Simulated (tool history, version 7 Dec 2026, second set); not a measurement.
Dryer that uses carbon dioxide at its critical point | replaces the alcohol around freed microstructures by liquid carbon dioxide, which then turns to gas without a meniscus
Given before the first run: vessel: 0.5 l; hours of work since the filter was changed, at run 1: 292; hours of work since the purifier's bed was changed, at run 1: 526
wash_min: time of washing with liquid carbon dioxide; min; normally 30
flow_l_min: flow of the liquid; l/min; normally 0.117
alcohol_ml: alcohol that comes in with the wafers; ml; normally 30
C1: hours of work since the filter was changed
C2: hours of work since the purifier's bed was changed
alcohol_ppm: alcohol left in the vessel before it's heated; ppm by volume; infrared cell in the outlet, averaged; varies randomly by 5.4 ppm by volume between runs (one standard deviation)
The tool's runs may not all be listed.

{"run": 1, "day": 0.0, "wash_min": 30, "flow_l_min": 0.117, "alcohol_ml": 30, "C1": 292, "C2": 526, "alcohol_ppm": 265}
{"run": 2, "day": 1.754, "wash_min": 30, "flow_l_min": 0.117, "alcohol_ml": 30, "C1": 309, "C2": 543, "alcohol_ppm": 282}
{"run": 3, "day": 3.312, "wash_min": 30, "flow_l_min": 0.117, "alcohol_ml": 30, "C1": 324, "C2": 558, "alcohol_ppm": 286}
{"run": 4, "day": 4.262, "wash_min": 30, "flow_l_min": 0.117, "alcohol_ml": 30, "C1": 334, "C2": 567, "alcohol_ppm": 286}
{"run": 5, "day": 5.112, "wash_min": 30, "flow_l_min": 0.117, "alcohol_ml": 30, "C1": 342, "C2": 576, "alcohol_ppm": 295}
{"run": 6, "day": 7.05, "wash_min": 30, "flow_l_min": 0.117, "alcohol_ml": 30, "C1": 361, "C2": 595, "alcohol_ppm": 297}
{"run": 7, "day": 8.683, "wash_min": 30, "flow_l_min": 0.117, "alcohol_ml": 30, "C1": 377, "C2": 611, "alcohol_ppm": 296}
{"run": 8, "day": 9.892, "wash_min": 26, "flow_l_min": 0.115, "alcohol_ml": 64, "C1": 389, "C2": 623, "alcohol_ppm": 1176}
{"run": 9, "day": 11.362, "wash_min": 18, "flow_l_min": 0.115, "alcohol_ml": 64, "C1": 403, "C2": 637, "alcohol_ppm": 4853}
{"run": 10, "day": 12.725, "wash_min": 23, "flow_l_min": 0.115, "alcohol_ml": 29, "C1": 417, "C2": 650, "alcohol_ppm": 969}
{"run": 11, "day": 13.767, "wash_min": 23, "flow_l_min": 0.115, "alcohol_ml": 29, "C1": 427, "C2": 661, "alcohol_ppm": 978}
{"run": 12, "day": 15.667, "wash_min": 26, "flow_l_min": 0.087, "alcohol_ml": 28, "C1": 446, "C2": 679, "alcohol_ppm": 1811}
{"run": 13, "day": 17.592, "wash_min": 26, "flow_l_min": 0.087, "alcohol_ml": 28, "C1": 464, "C2": 698, "alcohol_ppm": 1813}
{"run": 14, "day": 19.471, "wash_min": 26, "flow_l_min": 0.087, "alcohol_ml": 28, "C1": 483, "C2": 717, "alcohol_ppm": 1878}

Branching from run 14: 4 alternative next runs. What would each branch give?
{"run": "A", "day": 20.442, "wash_min": 26, "flow_l_min": 0.087, "alcohol_ml": 24, "C1": 492, "C2": 726, "alcohol_ppm": "?"}
{"run": "B", "day": 20.442, "wash_min": 30, "flow_l_min": 0.117, "alcohol_ml": 104, "C1": 492, "C2": 726, "alcohol_ppm": "?"}
{"run": "C", "day": 20.442, "wash_min": 26, "flow_l_min": 0.117, "alcohol_ml": 56, "C1": 492, "C2": 726, "alcohol_ppm": "?"}
{"run": "D", "day": 20.442, "wash_min": 26, "flow_l_min": 0.135, "alcohol_ml": 28, "C1": 492, "C2": 726, "alcohol_ppm": "?"}

run=A alcohol_ppm=1606
run=B alcohol_ppm=974
run=C alcohol_ppm=1038
run=D alcohol_ppm=312
With the hidden condition removed and each run's random variation left untouched, the same runs would have given:
run=A alcohol_ppm=1052
run=B alcohol_ppm=495
run=C alcohol_ppm=573
run=D alcohol_ppm=124
